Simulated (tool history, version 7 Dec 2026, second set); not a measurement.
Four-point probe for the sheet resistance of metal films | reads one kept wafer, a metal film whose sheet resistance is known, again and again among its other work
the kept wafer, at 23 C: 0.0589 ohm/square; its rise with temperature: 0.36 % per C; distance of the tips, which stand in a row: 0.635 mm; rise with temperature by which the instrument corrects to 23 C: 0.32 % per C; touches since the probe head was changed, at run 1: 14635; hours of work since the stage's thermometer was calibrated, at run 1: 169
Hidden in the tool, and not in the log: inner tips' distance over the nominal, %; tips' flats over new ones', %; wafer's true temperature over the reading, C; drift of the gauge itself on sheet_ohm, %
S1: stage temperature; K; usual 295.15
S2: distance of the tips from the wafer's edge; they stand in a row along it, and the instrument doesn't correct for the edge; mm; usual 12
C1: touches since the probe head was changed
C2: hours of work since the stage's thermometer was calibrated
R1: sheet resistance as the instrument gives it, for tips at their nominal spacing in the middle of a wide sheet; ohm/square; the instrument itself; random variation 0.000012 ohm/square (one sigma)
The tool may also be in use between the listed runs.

run	hour	S1	S2	C1	C2	R1
1	0	295.15	12	14635	169	0.058855
2	13.8	295.15	10	15014	177	0.058887
3	23.5	295.15	12	15281	182	0.058855
4	40.2	298.15	12	15741	190	0.058929
5	48.3	298.15	12	15965	195	0.058925
6	55.7	298.15	12	16168	198	0.05892
7	69.4	298.15	12	16545	206	0.058929
8	85	298.15	12	16974	214	0.058929
9	92.5	298.15	12	17181	218	0.058937
10	107.1	294.15	12	17582	225	0.05882
11	122.8	294.15	12	18013	234	0.058836
12	130.4	294.15	12	18224	237	0.058803
13	139	295.15	12	18461	242	0.058853
14	152.1	295.15	12	18820	249	0.058834

The next listed run, before its measurement:
15	165.5	296.15	33	19189	256	?

{"run 15": {"R1": 0.058786}}
Without the tool's hidden state the same run would have given R1 0.058911 ohm/square.
